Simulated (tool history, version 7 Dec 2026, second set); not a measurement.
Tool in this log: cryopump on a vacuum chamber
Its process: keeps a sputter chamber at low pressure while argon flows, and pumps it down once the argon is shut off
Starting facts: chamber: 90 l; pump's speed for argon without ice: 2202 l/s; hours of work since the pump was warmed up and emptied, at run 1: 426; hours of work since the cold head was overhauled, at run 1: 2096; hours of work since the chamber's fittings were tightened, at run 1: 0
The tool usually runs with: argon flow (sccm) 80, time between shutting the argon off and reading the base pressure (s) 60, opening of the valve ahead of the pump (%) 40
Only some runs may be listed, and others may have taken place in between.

run,hour,argon flow (sccm),time between shutting the argon off and reading the base pressure (s),opening of the valve ahead of the pump (%),hours of work since the pump was warmed up and emptied,hours of work since the cold head was overhauled,hours of work since the chamber's fittings were tightened,pressure while argon flows (Pa),pressure after the wait (uPa)
1,0,80,60,40,426,2096,0,0.1646,0.83
2,71.7,80,60,40,470,2140,44,0.1653,0.87
3,147,80,60,40,515,2185,89,0.1677,0.94
4,223,80,60,40,561,2232,135,0.1691,0.93
5,282.3,80,60,40,597,2268,171,0.1703,0.99
6,339,66,60,40,632,2302,206,0.1405,1.04
7,413.8,66,60,40,677,2347,251,0.1426,1.03
8,469.2,80,60,40,711,2381,285,0.1741,1.1
9,566.6,80,60,40,770,2440,344,0.1769,1.24
# hour 591.6: pump warmed up, emptied and cooled again
10,647,80,60,40,34,2486,390,0.1568,1.05
11,744.8,80,60,40,93,2545,449,0.157,1.17
12,830.2,51,161,32,145,2597,501,0.1249,0.81
13,875.6,68,94,31,172,2625,528,0.1729,0.99
14,925.3,68,94,31,203,2655,559,0.1736,1.03
15,981.4,85,46,50,237,2689,593,0.1378,1.43
16,1042.7,78,131,32,274,2726,630,0.1943,1
17,1122,67,131,21,322,2774,678,0.2508,1.07
18,1193.6,36,233,35,365,2818,722,0.084,0.96
19,1254.6,36,233,35,402,2855,759,0.0836,1.05
20,1298,121,53,20,429,2881,785,0.4805,1.58
21,1403.1,68,60,45,493,2945,849,0.1291,1.56
22,1455.9,80,48,40,525,2977,881,0.1676,1.75

Below are 4 alternative next runs, each starting from the tool's condition after run 22. Predict each:
A,1518.8,80,39,40,563,3015,919,?,?
B,1518.8,152,48,40,563,3015,919,?,?
C,1518.8,53,48,40,563,3015,919,?,?
D,1518.8,33,60,40,563,3015,919,?,?

run,pressure while argon flows (Pa),pressure after the wait (uPa)
A,0.1687,2.01
B,0.3182,1.82
C,0.1115,1.86
D,0.0687,1.68
What these runs would have given with no unlogged condition in the tool:
run,pressure while argon flows (Pa),pressure after the wait (uPa)
A,0.1532,1.05
B,0.289,0.87
C,0.1013,0.91
D,0.0624,0.74
